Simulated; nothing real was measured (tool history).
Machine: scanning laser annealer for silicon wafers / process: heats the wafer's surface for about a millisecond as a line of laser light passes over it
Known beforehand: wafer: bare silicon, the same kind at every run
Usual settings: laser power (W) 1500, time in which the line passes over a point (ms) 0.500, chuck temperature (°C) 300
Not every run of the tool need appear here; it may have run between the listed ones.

run     day  laser power (W)  time in which the line passes over a point (ms)  chuck temperature (°C)  highest temperature of the surface (°C)
  1   0.000             1500                                            0.500                     300                                     1098
  2   0.738             1444                                            0.500                     300                                     1062
  3   1.325             1444                                            0.500                     300                                     1061
  4   1.892             1444                                            0.500                     300                                     1059
  5   2.412             1444                                            0.500                     300                                     1064
  6   2.867             1578                                            0.500                     300                                     1155
  7   3.221             1500                                            0.518                     300                                     1113
  8   3.717             1500                                            0.500                     300                                     1101
  9   4.408             1526                                            0.500                     300                                     1116
 10   4.971             1526                                            0.500                     300                                     1114
 11   5.692             1500                                            0.500                     300                                     1099
 12   6.325             1500                                            0.500                     300                                     1102
 13   6.696             1500                                            0.500                     300                                     1102
 14   7.346             1500                                            0.506                     300                                     1101
 15   7.742             1500                                            0.506                     300                                     1104
 16   8.071             1500                                            0.506                     300                                     1101
 17   8.762             1500                                            0.414                     300                                     1037
 18   9.408             1500                                            0.414                     300                                     1037
 19   9.821             1500                                            0.449                     300                                     1061
 20  10.288             1500                                            0.500                     300                                     1102
 21  10.629             1500                                            0.500                     300                                     1100
 22  11.438             1355                                            0.596                     300                                     1060
 23  11.942             1500                                            0.612                     275                                     1148
 24  12.400             1500                                            0.420                     272                                     1013
 25  12.742             1500                                            0.420                     272                                     1014
 26  13.362             1500                                            0.420                     272                                     1013
 27  13.879             1352                                            0.352                     289                                      887
 28  14.504             1352                                            0.352                     289                                      885
 29  15.004             1500                                            0.428                     333                                     1080
 30  15.667             1500                                            0.428                     333                                     1079
 31  16.150             1458                                            0.377                     281                                      963
 32  16.521             1458                                            0.377                     281                                      962
 33  17.288             1458                                            0.377                     281                                      962
 34  18.075             1323                                            0.354                     302                                      886
 35  18.754             1323                                            0.354                     302                                      886
 36  19.375             1323                                            0.354                     320                                      902
 37  20.146             1500                                            0.457                     339                                     1107

For run 38, what comes out?
 38  20.646             1641                                            0.465                     332                                        ?

{"run 38": {"highest temperature of the surface (°C)": 1204}}
If the tool had no hidden condition, the same run with the same run-to-run variation would have returned highest temperature of the surface (°C) 1204.

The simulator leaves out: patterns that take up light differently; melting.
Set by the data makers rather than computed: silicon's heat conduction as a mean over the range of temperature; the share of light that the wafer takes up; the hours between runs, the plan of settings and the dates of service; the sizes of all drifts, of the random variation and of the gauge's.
